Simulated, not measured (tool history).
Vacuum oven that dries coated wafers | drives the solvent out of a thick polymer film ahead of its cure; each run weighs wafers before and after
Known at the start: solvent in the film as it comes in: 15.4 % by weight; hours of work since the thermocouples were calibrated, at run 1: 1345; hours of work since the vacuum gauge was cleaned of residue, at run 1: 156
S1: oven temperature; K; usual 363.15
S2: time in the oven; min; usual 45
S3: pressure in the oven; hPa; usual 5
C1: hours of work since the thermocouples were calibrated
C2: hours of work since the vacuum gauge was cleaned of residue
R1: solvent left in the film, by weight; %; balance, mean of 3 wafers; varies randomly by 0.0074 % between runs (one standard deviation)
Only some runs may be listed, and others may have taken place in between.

run,hour,S1,S2,S3,C1,C2,R1
1,0,363.15,45,5,1345,156,0.665
2,27.5,363.15,45,5,1365,175,0.69
# hour 45.9: oven's thermocouples calibrated
3,64.1,363.15,45,8.08,13,200,0.864
4,95,368.15,45,5,35,222,0.415
5,126.2,368.15,45,5,57,244,0.405
6,141.6,363.15,54,5,68,255,0.518
7,161.1,363.15,45,5.6,81,268,0.795
8,196.6,363.15,45,16.37,106,294,1.119
9,211.8,363.15,45,7.53,117,304,0.857
10,239.1,363.15,45,7.53,136,324,0.84
11,275.2,363.15,45,6.97,162,349,0.841
12,310.8,363.15,45,5,187,374,0.758
13,331.1,363.15,45,3.64,201,388,0.733
14,350.8,363.15,45,3.64,215,402,0.719
15,370.2,363.15,45,3.64,229,416,0.729
16,391.3,363.15,45,3.64,244,431,0.72
17,407.9,363.15,45,3.64,256,443,0.719
18,436.2,363.15,45,7.65,276,463,0.852
19,468.3,363.15,45,5,298,485,0.779
20,503.5,363.15,45,5,323,510,0.774
21,532.5,363.15,45,5,344,531,0.782
22,551.8,363.15,35,5,357,544,1.321
23,583.9,363.15,45,8.79,380,567,0.884
24,609.2,369.15,26,7.67,398,585,1.34
25,629.8,369.15,71,5.03,412,599,0.191
26,651.1,369.15,71,5.03,427,614,0.205
27,668.3,369.15,28,5.03,439,627,1.113
28,693.9,377.15,28,4.87,458,645,0.398
# hour 697.9: vacuum gauge cleaned of residue and calibrated
29,718.2,374.15,68,3.53,474,14,0.158
30,752.5,374.15,68,3.53,498,39,0.13
31,774.3,371.15,33,2.78,513,54,0.558
32,799.2,349.15,45,6.09,531,71,3.141
33,826.9,349.15,45,6.09,550,91,3.126
34,855.4,352.15,55,4.98,570,111,1.767
35,872,352.15,55,4.98,582,123,1.761
# hour 894.5: vacuum gauge cleaned of residue and calibrated, once more
36,903.8,352.15,55,4.98,604,7,1.608
37,934,352.15,55,4.98,625,28,1.606
38,970.1,352.15,55,4.98,650,53,1.632
39,984.9,363.15,45,9.77,661,64,0.811
40,1004.7,348.15,61,10.35,675,78,2.273
41,1036.9,370.15,61,10.35,698,101,0.291
42,1058.2,356.15,31,2.6,713,116,2.787
43,1091.8,365.15,45,5,736,139,0.522
44,1116.6,365.15,45,5,754,157,0.523
45,1142.5,352.15,45,6.93,772,175,2.351
46,1169.4,352.15,45,6.93,791,194,2.347

Below are 5 alternative next runs, each starting from the tool's condition after run 46. Predict each:
A,1197.3,363.15,50,8.91,811,214,?
B,1197.3,352.15,45,6.93,811,214,?
C,1197.3,375.15,25,7.07,811,214,?
D,1197.3,350.15,29,5,811,214,?
E,1197.3,352.15,48,6.93,811,214,?

run,R1
A,0.642
B,2.341
C,0.686
D,4.58
E,2.125
Without the tool's unlogged condition, the same runs would have read:
run,R1
A,0.711
B,2.55
C,0.773
D,4.84
E,2.322
